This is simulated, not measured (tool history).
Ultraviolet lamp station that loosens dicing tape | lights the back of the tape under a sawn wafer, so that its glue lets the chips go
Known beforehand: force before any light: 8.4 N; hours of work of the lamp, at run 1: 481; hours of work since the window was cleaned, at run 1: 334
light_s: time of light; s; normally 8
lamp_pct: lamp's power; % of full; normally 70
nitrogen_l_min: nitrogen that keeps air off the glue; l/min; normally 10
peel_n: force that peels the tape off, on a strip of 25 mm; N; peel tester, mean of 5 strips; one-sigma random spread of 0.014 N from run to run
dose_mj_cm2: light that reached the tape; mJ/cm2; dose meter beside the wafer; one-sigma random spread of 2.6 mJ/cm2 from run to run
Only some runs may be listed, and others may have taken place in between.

run,hour,light_s,lamp_pct,nitrogen_l_min,hours of work of the lamp,hours of work since the window was cleaned,peel_n,dose_mj_cm2
1,0.0,8,70,10,481,334,1.075,261
2,19.1,8,70,10,489,342,1.069,260
3,49.6,8,67,10,501,355,1.204,248
4,81.2,8,67,10,514,367,1.213,240
5,104.6,8,70,12,524,377,1.048,254
6,133.6,8,70,12,536,389,1.094,251
7,167.1,8,70,12,549,402,1.065,249
8,204.2,8,70,12,564,418,1.091,250
9,241.7,8,70,10,580,433,1.218,243
# hour 256.7: window cleaned of glue's vapour
10,276.3,8,70,10,594,8,1.035,268
11,311.3,8,70,10,608,22,1.087,263
12,327.5,12,70,10,614,29,0.489,396
13,360.9,12,73,10,628,42,0.457,405
14,379.3,12,73,8,636,50,0.508,409
15,414.7,12,73,8,650,64,0.522,403
16,451.4,12,73,8,665,79,0.533,397
17,472.4,12,73,8,673,88,0.530,395
18,499.7,12,73,8,685,99,0.557,392
19,526.3,12,73,8,695,110,0.537,389
20,560.8,6,73,8,709,124,1.862,192
21,590.2,5,99,4,721,136,2.055,220
22,622.1,10,70,18,734,149,0.687,304
23,639.4,10,70,18,742,156,0.708,303
24,656.7,10,70,18,749,163,0.690,300
25,689.9,11,91,18,762,177,0.389,422
26,721.1,11,91,18,775,189,0.391,425
27,737.3,11,84,8,781,196,0.554,389
28,765.8,5,98,13,793,207,1.564,204
29,786.0,5,80,7,801,216,2.381,165
30,823.3,9,70,4,816,231,1.488,257
31,849.7,11,81,20,827,242,0.479,359
32,872.0,11,81,20,836,251,0.503,362
33,893.7,9,64,10,845,260,1.355,229
34,912.1,9,64,10,853,267,1.386,232

Run 35 comes next. What will it give?
35,945.8,6,70,10,866,281,?,?

Run 35 measured peel_n 2.143 N, dose_mj_cm2 165 mJ/cm2.
Minus the tool's unlogged condition, the same run would have read peel_n 1.086 N, dose_mj_cm2 258 mJ/cm2.
